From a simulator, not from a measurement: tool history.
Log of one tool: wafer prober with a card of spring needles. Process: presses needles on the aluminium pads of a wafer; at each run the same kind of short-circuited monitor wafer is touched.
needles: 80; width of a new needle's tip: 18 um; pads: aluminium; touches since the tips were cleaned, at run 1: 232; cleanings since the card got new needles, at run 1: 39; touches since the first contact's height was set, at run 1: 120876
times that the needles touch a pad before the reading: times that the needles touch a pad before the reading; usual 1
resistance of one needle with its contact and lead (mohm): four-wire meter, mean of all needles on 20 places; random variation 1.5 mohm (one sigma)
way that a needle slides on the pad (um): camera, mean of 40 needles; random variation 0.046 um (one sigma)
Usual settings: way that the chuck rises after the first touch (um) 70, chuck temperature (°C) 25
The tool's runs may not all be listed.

run   hour  way that the chuck rises after the first touch (um)  chuck temperature (°C)  times that the needles touch a pad before the reading  touches since the tips were cleaned  cleanings since the card got new needles  touches since the first contact's height was set  resistance of one needle with its contact and lead (mohm)  way that a needle slides on the pad (um)
  1      0                                                   70                      25                                                      1                                  232                                        39                                            120876                                                        205                                      9.49
      15.7  -- tips cleaned on abrasive film
      33.3  -- tips cleaned on abrasive film
  2   33.3                                                   70                      25                                                      1                                    0                                        41                                            126419                                                        163                                      9.37
      50.8  -- tips cleaned on abrasive film
      68.5  -- tips cleaned on abrasive film
  3   68.5                                                   70                      25                                                      1                                    0                                        43                                            132283                                                        177                                      9.37
      85.8  -- tips cleaned on abrasive film
     102.8  -- tips cleaned on abrasive film
  4  105.4                                                   70                      25                                                      1                                  426                                        45                                            138425                                                        258                                      9.41
     109.9  -- height of the first contact set anew
     120.2  -- tips cleaned on abrasive film
     138.9  -- tips cleaned on abrasive film
  5  147.8                                                   67                      25                                                      1                                 1479                                        47                                              6318                                                        430                                      8.93
     157.4  -- tips cleaned on abrasive film
       178  -- tips cleaned on abrasive film
  6  192.7                                                   67                      25                                                      1                                 2453                                        49                                             13803                                                        476                                      8.93
     196.9  -- tips cleaned on abrasive film
     213.5  -- height of the first contact set anew, once more
     215.9  -- tips cleaned on abrasive film
     236.4  -- tips cleaned on abrasive film
  7  246.8                                                   67                      25                                                      1                                 1731                                        52                                              5530                                                        417                                      9.43
     255.2  -- tips cleaned on abrasive film
     272.4  -- tips cleaned on abrasive film
  8  286.4                                                   67                      25                                                      1                                 2343                                        54                                             12134                                                        459                                      9.46
     289.5  -- tips cleaned on abrasive film
     309.4  -- tips cleaned on abrasive film
     328.5  -- tips cleaned on abrasive film
  9  334.5                                                   79                      83                                                      1                                 1004                                        57                                             20137                                                        302                                     11.06
       346  -- tips cleaned on abrasive film
     365.3  -- tips cleaned on abrasive film
 10  375.6                                                   76                      59                                                      2                                 1726                                        59                                             26992                                                        283                                      10.6
       383  -- tips cleaned on abrasive film
     401.1  -- tips cleaned on abrasive film
 11    414                                                   89                      59                                                      2                                 2162                                        61                                             33388                                                        247                                     12.46
       421  -- tips cleaned on abrasive film
       440  -- tips cleaned on abrasive film
 12  441.4                                                   74                      25                                                      1                                  230                                        63                                             37941                                                        213                                     10.32
     458.2  -- tips cleaned on abrasive film
     477.3  -- tips cleaned on abrasive film
     495.4  -- tips cleaned on abrasive film
 13  495.4                                                   70                      29                                                      2                                    0                                        66                                             46935                                                        165                                      9.65

Some steps in resistance of one needle with its contact and lead (mohm) between neighbouring runs. How much of each would the tool show without its hidden state too (settings, what came in, random variation), and how much is left for the hidden state, with any gauge scatter that isn't in both results?
The hidden state here: debris on the tips, nm; way that the needles fall short of the set height, um; tips' diameter, um; drift of the gauge itself on contact_mohm, %; drift of the gauge itself on scrub_um, %.
Run 4 -> 5: way that the chuck rises after the first touch (um) 70 -> 67, height of the first contact set anew, tips cleaned on abrasive film, tips cleaned on abrasive film. resistance of one needle with its contact and lead (mohm) +172: hidden state +169, all else +3.
